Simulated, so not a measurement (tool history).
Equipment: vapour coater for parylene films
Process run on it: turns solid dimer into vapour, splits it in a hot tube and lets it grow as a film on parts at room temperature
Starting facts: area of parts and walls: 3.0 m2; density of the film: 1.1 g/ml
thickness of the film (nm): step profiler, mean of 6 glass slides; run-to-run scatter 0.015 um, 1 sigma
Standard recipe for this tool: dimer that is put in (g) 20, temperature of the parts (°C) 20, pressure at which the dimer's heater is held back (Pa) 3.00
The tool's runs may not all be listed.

run,day,dimer that is put in (g),temperature of the parts (°C),pressure at which the dimer's heater is held back (Pa),thickness of the film (nm)
1,0.000,20,20,3.00,4620
# day 2.217: trap's valve overhauled
2,3.346,20,20,3.00,4600
3,6.075,20,20,3.00,4620
4,8.496,20,20,3.00,4590
5,11.096,20,20,3.00,4590
6,14.542,20,20,3.00,4600
7,16.104,8,20,3.00,1830
8,18.733,18,20,3.00,4110
9,21.129,18,20,3.00,4110
10,24.021,30,20,3.00,6870
# day 27.075: trap's valve overhauled
11,27.829,30,20,3.00,6850
12,30.521,20,20,4.32,4200
13,33.288,20,20,4.32,4190
14,35.533,21,20,4.32,4390
15,38.112,21,20,4.32,4390
# day 38.592: table's thermometer calibrated
16,40.833,20,14,3.00,5060
17,44.496,20,15,3.63,4720
18,47.808,20,21,9.97,3320
19,50.471,20,25,6.58,3430
# day 51.842: trap's valve overhauled
20,53.212,14,32,10.50,1910
21,54.746,14,32,10.50,1900
22,58.412,20,30,2.78,3880
23,60.492,20,14,3.00,5020
24,63.250,24,26,2.09,5290
25,65.271,24,26,2.09,5310
26,67.862,29,13,3.30,7250
27,69.612,9,17,8.08,1680
28,73.258,20,20,3.00,4470
29,74.950,20,20,3.00,4510
# day 76.517: trap's valve overhauled
30,77.004,25,22,9.29,4120
# day 78.042: gauge calibrated
31,79.125,25,22,9.29,4260

Below are 5 alternative next runs, each starting from the tool's condition after run 31. Predict each:
# day 80.575: table's thermometer calibrated
A,82.121,27,22,2.21,?
# day 80.575: table's thermometer calibrated
B,82.121,8,28,7.32,?
# day 80.575: table's thermometer calibrated
C,82.121,31,20,6.17,?
# day 80.575: table's thermometer calibrated
D,82.121,12,31,9.29,?
# day 80.575: table's thermometer calibrated
E,82.121,17,15,7.77,?

run,thickness of the film (nm)
A,6490
B,1280
C,6020
D,1740
E,3390
Without the tool's hidden state the same runs would have given:
run,thickness of the film (nm)
A,6500
B,1280
C,6030
D,1740
E,3400

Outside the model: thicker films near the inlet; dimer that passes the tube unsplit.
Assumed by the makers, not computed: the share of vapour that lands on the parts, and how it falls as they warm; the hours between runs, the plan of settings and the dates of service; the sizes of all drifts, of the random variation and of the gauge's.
